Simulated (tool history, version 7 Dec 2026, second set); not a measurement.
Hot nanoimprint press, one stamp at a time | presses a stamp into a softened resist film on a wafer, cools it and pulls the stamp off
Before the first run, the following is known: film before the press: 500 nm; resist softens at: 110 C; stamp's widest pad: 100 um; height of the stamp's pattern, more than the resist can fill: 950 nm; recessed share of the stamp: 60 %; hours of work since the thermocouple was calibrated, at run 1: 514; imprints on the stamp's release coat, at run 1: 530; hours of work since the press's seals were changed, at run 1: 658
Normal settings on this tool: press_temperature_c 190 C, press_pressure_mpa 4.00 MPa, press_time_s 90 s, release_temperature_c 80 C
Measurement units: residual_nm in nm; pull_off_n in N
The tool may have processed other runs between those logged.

run,hour,press_temperature_c,press_pressure_mpa,press_time_s,release_temperature_c,hours of work since the thermocouple was calibrated,imprints on the stamp's release coat,hours of work since the press's seals were changed,residual_nm,pull_off_n
1,0.0,190,4.00,90,80,514,530,658,301.7,155
# hour 18.3: stamp cleaned and given a new release coat
2,52.8,190,4.00,90,69,534,62,678,304.3,169
3,111.3,190,2.94,90,80,559,167,703,338.0,143
4,170.3,190,4.00,90,80,584,274,728,311.7,141
# hour 197.5: plate thermocouple calibrated
5,245.9,190,4.00,90,80,21,404,759,314.7,151
6,286.2,190,4.00,90,80,38,477,777,315.3,158
# hour 331.6: stamp cleaned and given a new release coat
7,350.0,190,4.00,90,80,63,34,801,313.0,134
# hour 371.7: plate thermocouple calibrated, once more
8,422.3,190,4.00,90,80,22,158,831,282.3,128
9,481.2,190,4.00,90,80,47,264,856,288.3,142
10,516.1,190,4.23,90,80,62,327,871,279.4,140
11,580.5,190,4.88,90,80,89,442,898,266.7,141
# hour 646.3: stamp cleaned and given a new release coat
12,652.2,190,4.88,90,80,117,11,927,266.6,126
13,712.6,190,4.30,90,80,143,119,952,278.0,126
14,792.2,190,4.30,90,80,177,262,986,284.1,134
15,871.0,190,5.01,132,80,211,404,1020,232.3,142
# hour 956.3: stamp cleaned and given a new release coat
# hour 964.3: press's hydraulic seals changed and the load cell set to zero
16,964.3,195,4.00,175,80,245,0,0,189.6,126
17,1007.0,195,4.00,175,80,263,76,18,189.3,127
18,1062.5,190,4.00,156,73,287,176,42,241.2,160
19,1110.6,191,2.66,144,73,307,263,63,283.3,165
20,1175.1,191,2.66,144,73,335,379,90,283.7,170
21,1216.9,190,4.39,60,85,353,454,108,317.1,127
# hour 1279.2: stamp cleaned and given a new release coat
22,1291.6,190,4.39,60,85,382,22,137,321.8,113
23,1340.5,198,3.66,80,85,403,110,158,248.8,114
24,1421.4,201,6.24,94,68,437,256,193,164.1,184
25,1481.3,201,6.24,94,68,463,363,218,165.0,191

Forecast each of these 4 alternatives for the next run:
A,1543.0,179,4.00,90,80,489,474,245,?,?
B,1543.0,190,2.67,122,85,489,474,245,?,?
C,1543.0,201,3.56,94,78,489,474,245,?,?
D,1543.0,198,4.00,173,80,489,474,245,?,?

run,residual_nm,pull_off_n
A,398.0,154
B,314.2,132
C,213.8,162
D,177.3,153
Had the tool no hidden state, the same runs would have come out as:
run,residual_nm,pull_off_n
A,379.5,125
B,294.5,105
C,198.3,131
D,163.2,123
